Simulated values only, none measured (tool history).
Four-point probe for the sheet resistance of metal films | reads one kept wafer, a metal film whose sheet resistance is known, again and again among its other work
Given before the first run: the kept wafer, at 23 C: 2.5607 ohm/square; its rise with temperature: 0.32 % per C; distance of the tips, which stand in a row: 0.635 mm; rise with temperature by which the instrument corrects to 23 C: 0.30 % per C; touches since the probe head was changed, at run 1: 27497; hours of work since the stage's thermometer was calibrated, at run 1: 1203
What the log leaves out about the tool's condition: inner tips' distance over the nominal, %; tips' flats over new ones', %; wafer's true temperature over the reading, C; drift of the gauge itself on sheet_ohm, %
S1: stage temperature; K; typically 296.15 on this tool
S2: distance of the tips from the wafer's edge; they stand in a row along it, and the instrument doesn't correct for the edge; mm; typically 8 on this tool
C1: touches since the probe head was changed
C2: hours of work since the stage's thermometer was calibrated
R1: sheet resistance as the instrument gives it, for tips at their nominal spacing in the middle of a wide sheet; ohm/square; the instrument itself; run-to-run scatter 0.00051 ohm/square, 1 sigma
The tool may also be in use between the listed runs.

{"run": 1, "hour": 0.0, "S1": 296.15, "S2": 8, "C1": 27497, "C2": 1203, "R1": 2.569715}
{"run": 2, "hour": 16.7, "S1": 296.15, "S2": 8, "C1": 27907, "C2": 1216, "R1": 2.570386}
{"run": 3, "hour": 45.8, "S1": 296.15, "S2": 8, "C1": 28618, "C2": 1237, "R1": 2.570484}
{"run": 4, "hour": 75.4, "S1": 296.15, "S2": 10, "C1": 29343, "C2": 1258, "R1": 2.566867}
{"run": 5, "hour": 109.7, "S1": 296.15, "S2": 8, "C1": 30183, "C2": 1284, "R1": 2.569491}
{"run": 6, "hour": 131.3, "S1": 296.15, "S2": 8, "C1": 30713, "C2": 1299, "R1": 2.568972}
{"run": 7, "hour": 158.5, "S1": 295.15, "S2": 8, "C1": 31379, "C2": 1319, "R1": 2.568117}
{"run": 8, "hour": 186.3, "S1": 295.15, "S2": 8, "C1": 32060, "C2": 1340, "R1": 2.570164}
{"run": 9, "hour": 218.5, "S1": 295.15, "S2": 8, "C1": 32848, "C2": 1363, "R1": 2.56862}
{"run": 10, "hour": 233.2, "S1": 295.15, "S2": 8, "C1": 33209, "C2": 1374, "R1": 2.569125}
{"run": 11, "hour": 266.5, "S1": 295.15, "S2": 44, "C1": 34024, "C2": 1399, "R1": 2.560953}
{"run": 12, "hour": 287.2, "S1": 295.15, "S2": 44, "C1": 34532, "C2": 1414, "R1": 2.560812}
{"run": 13, "hour": 306.6, "S1": 305.15, "S2": 8, "C1": 35007, "C2": 1428, "R1": 2.575359}
{"run": 14, "hour": 322.3, "S1": 305.15, "S2": 8, "C1": 35390, "C2": 1439, "R1": 2.575885}
{"run": 15, "hour": 342.3, "S1": 296.15, "S2": 8, "C1": 35882, "C2": 1454, "R1": 2.569144}
{"run": 16, "hour": 363.5, "S1": 296.15, "S2": 8, "C1": 36401, "C2": 1470, "R1": 2.569046}
{"run": 17, "hour": 378.2, "S1": 296.15, "S2": 48, "C1": 36760, "C2": 1480, "R1": 2.561817}
{"run": 18, "hour": 399.8, "S1": 299.15, "S2": 8, "C1": 37288, "C2": 1496, "R1": 2.569802}
{"run": 19, "hour": 429.2, "S1": 299.15, "S2": 8, "C1": 38009, "C2": 1518, "R1": 2.571554}
{"run": 20, "hour": 458.4, "S1": 296.15, "S2": 31, "C1": 38725, "C2": 1539, "R1": 2.561302}
{"run": 21, "hour": 479.1, "S1": 296.15, "S2": 31, "C1": 39232, "C2": 1554, "R1": 2.561486}
{"run": 22, "hour": 508.0, "S1": 295.15, "S2": 31, "C1": 39939, "C2": 1575, "R1": 2.560109}
{"run": 23, "hour": 527.0, "S1": 296.15, "S2": 17, "C1": 40404, "C2": 1589, "R1": 2.563029}
{"run": 24, "hour": 545.8, "S1": 296.15, "S2": 17, "C1": 40864, "C2": 1603, "R1": 2.562442}
{"run": 25, "hour": 560.9, "S1": 305.15, "S2": 8, "C1": 41235, "C2": 1614, "R1": 2.574477}
{"run": 26, "hour": 581.8, "S1": 303.15, "S2": 16, "C1": 41748, "C2": 1630, "R1": 2.568679}
{"run": 27, "hour": 599.3, "S1": 303.15, "S2": 16, "C1": 42175, "C2": 1642, "R1": 2.567704}
{"run": 28, "hour": 620.1, "S1": 297.15, "S2": 24, "C1": 42685, "C2": 1658, "R1": 2.562601}
{"run": 29, "hour": 643.2, "S1": 293.15, "S2": 6, "C1": 43251, "C2": 1675, "R1": 2.574548}
{"run": 30, "hour": 657.8, "S1": 293.15, "S2": 6, "C1": 43608, "C2": 1685, "R1": 2.573579}
{"run": 31, "hour": 672.3, "S1": 292.15, "S2": 38, "C1": 43964, "C2": 1696, "R1": 2.558662}
{"run": 32, "hour": 688.6, "S1": 292.15, "S2": 38, "C1": 44363, "C2": 1708, "R1": 2.558554}
{"run": 33, "hour": 710.1, "S1": 297.15, "S2": 7, "C1": 44888, "C2": 1724, "R1": 2.572527}
{"run": 34, "hour": 736.3, "S1": 297.15, "S2": 7, "C1": 45531, "C2": 1743, "R1": 2.572623}
{"run": 35, "hour": 752.5, "S1": 297.15, "S2": 7, "C1": 45927, "C2": 1755, "R1": 2.572247}
{"run": 36, "hour": 781.0, "S1": 306.15, "S2": 3, "C1": 46626, "C2": 1776, "R1": 2.628301}
{"run": 37, "hour": 814.7, "S1": 306.15, "S2": 3, "C1": 47451, "C2": 1800, "R1": 2.628721}
{"run": 38, "hour": 849.1, "S1": 299.15, "S2": 5, "C1": 48293, "C2": 1825, "R1": 2.584837}
{"run": 39, "hour": 883.0, "S1": 302.15, "S2": 4, "C1": 49124, "C2": 1850, "R1": 2.598741}
{"run": 40, "hour": 909.3, "S1": 295.15, "S2": 30, "C1": 49769, "C2": 1870, "R1": 2.561138}
{"run": 41, "hour": 926.0, "S1": 296.15, "S2": 11, "C1": 50176, "C2": 1882, "R1": 2.565208}
{"run": 42, "hour": 941.0, "S1": 297.15, "S2": 65, "C1": 50545, "C2": 1893, "R1": 2.562286}

Alternative continuations, all from the tool just after run 42; predict every row:
{"run": "A", "hour": 955.3, "S1": 297.15, "S2": 6, "C1": 50895, "C2": 1903, "R1": "?"}
{"run": "B", "hour": 955.3, "S1": 297.15, "S2": 6, "C1": 50895, "C2": 1903, "R1": "?"}
{"run": "C", "hour": 955.3, "S1": 297.15, "S2": 3, "C1": 50895, "C2": 1903, "R1": "?"}
{"run": "D", "hour": 955.3, "S1": 296.15, "S2": 9, "C1": 50895, "C2": 1903, "R1": "?"}
{"run": "E", "hour": 955.3, "S1": 295.15, "S2": 10, "C1": 50895, "C2": 1903, "R1": "?"}

run=A R1=2.577189
run=B R1=2.577741
run=C R1=2.622478
run=D R1=2.568286
run=E R1=2.565761
Had the tool no hidden state, the same runs would have come out as:
run=A R1=2.576991
run=B R1=2.577543
run=C R1=2.622277
run=D R1=2.568089
run=E R1=2.565564

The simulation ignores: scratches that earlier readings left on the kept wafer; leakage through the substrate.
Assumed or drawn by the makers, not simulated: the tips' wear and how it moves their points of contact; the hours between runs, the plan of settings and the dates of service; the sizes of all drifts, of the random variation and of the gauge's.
